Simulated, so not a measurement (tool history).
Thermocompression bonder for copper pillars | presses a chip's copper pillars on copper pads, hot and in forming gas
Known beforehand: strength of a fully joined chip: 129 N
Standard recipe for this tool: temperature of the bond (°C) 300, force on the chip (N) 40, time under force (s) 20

run,day,temperature of the bond (°C),force on the chip (N),time under force (s),force that shears a chip off (N)
1,0,300,40,20,55.3
2,2.988,293,40,20,52.5
# day 4.225: forming gas filter changed
3,4.917,293,40,20,54.6
4,7.796,293,40,20,53.7
5,10.862,293,40,20,53.3
# day 13.654: forming gas filter changed
6,13.912,316,40,20,66
7,15.675,316,40,20,64.7
8,17.267,271,28,25,35.3
9,19.871,271,28,25,35.8
10,22.454,300,34,42,64.6
# day 23.158: forming gas filter changed
11,24.838,309,28,32,56.7
12,27.404,281,54,20,63.8
13,28.888,300,37,20,55.2
14,32.038,300,37,20,54.8

Forecast each of these 3 alternatives for the next run:
# day 32.533: forming gas filter changed
A,35.238,289,37,18,?
# day 32.533: forming gas filter changed
B,35.238,300,39,20,?
# day 32.533: forming gas filter changed
C,35.238,294,25,20,?

run,force that shears a chip off (N)
A,48.4
B,56.7
C,38.3
What these runs would have given with no unlogged condition in the tool:
run,force that shears a chip off (N)
A,44.6
B,52.6
C,35.2

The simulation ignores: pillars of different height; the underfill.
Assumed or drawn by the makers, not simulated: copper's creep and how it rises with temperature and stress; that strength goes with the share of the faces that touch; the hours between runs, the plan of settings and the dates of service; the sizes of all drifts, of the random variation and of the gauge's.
